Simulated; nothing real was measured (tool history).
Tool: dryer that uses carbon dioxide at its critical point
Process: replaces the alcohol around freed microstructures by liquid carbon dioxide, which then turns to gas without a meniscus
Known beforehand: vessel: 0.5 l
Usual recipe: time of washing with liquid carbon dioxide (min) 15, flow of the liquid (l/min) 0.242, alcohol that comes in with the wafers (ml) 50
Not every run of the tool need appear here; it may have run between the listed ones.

run,day,time of washing with liquid carbon dioxide (min),flow of the liquid (l/min),alcohol that comes in with the wafers (ml),alcohol left in the vessel before it's heated (ppm by volume)
1,0.000,15,0.242,50,128
2,0.375,15,0.242,50,137
3,0.804,15,0.242,50,147
4,1.250,15,0.242,50,140
5,1.733,15,0.242,50,142
6,2.096,15,0.242,35,108
7,2.533,15,0.242,35,99
8,2.896,15,0.242,35,112
9,3.154,15,0.242,92,247
10,3.500,15,0.242,92,257
11,3.729,15,0.242,92,249
12,4.179,15,0.242,92,247
13,4.383,15,0.188,92,978
14,4.742,15,0.188,92,957
15,5.229,15,0.188,39,430
16,5.596,15,0.188,39,422
17,5.854,15,0.188,39,433
18,6.204,14,0.242,50,227
19,6.479,15,0.242,50,154
20,6.892,15,0.242,50,156
21,7.133,15,0.242,50,163
22,7.454,15,0.242,50,157
23,7.879,15,0.242,50,165
24,8.117,14,0.268,65,173
25,8.425,14,0.268,65,172
26,8.804,11,0.317,65,289
27,9.150,11,0.317,29,144
28,9.512,11,0.317,29,141
29,9.721,11,0.317,29,143
30,10.100,18,0.212,106,222
31,10.396,18,0.212,106,233
32,10.879,15,0.175,47,758
33,11.292,15,0.242,49,168
34,11.646,23,0.242,42,38
35,11.875,10,0.306,32,304
36,12.296,12,0.338,62,131
37,12.646,23,0.149,62,241
38,12.875,11,0.155,84,7003
39,13.346,20,0.155,38,276
40,13.692,15,0.268,75,139
41,14.158,15,0.268,75,141
42,14.596,15,0.268,75,148

What if the next run were any one of these 3? Each begins from the tool's condition after run 42:
A,14.971,24,0.268,75,?
B,14.971,15,0.148,75,?
C,14.971,20,0.285,75,?

run,alcohol left in the vessel before it's heated (ppm by volume)
A,37
B,2530
C,36
Take away the tool's hidden state, keep each run's random variation, and the runs would have read:
run,alcohol left in the vessel before it's heated (ppm by volume)
A,2
B,2123
C,0
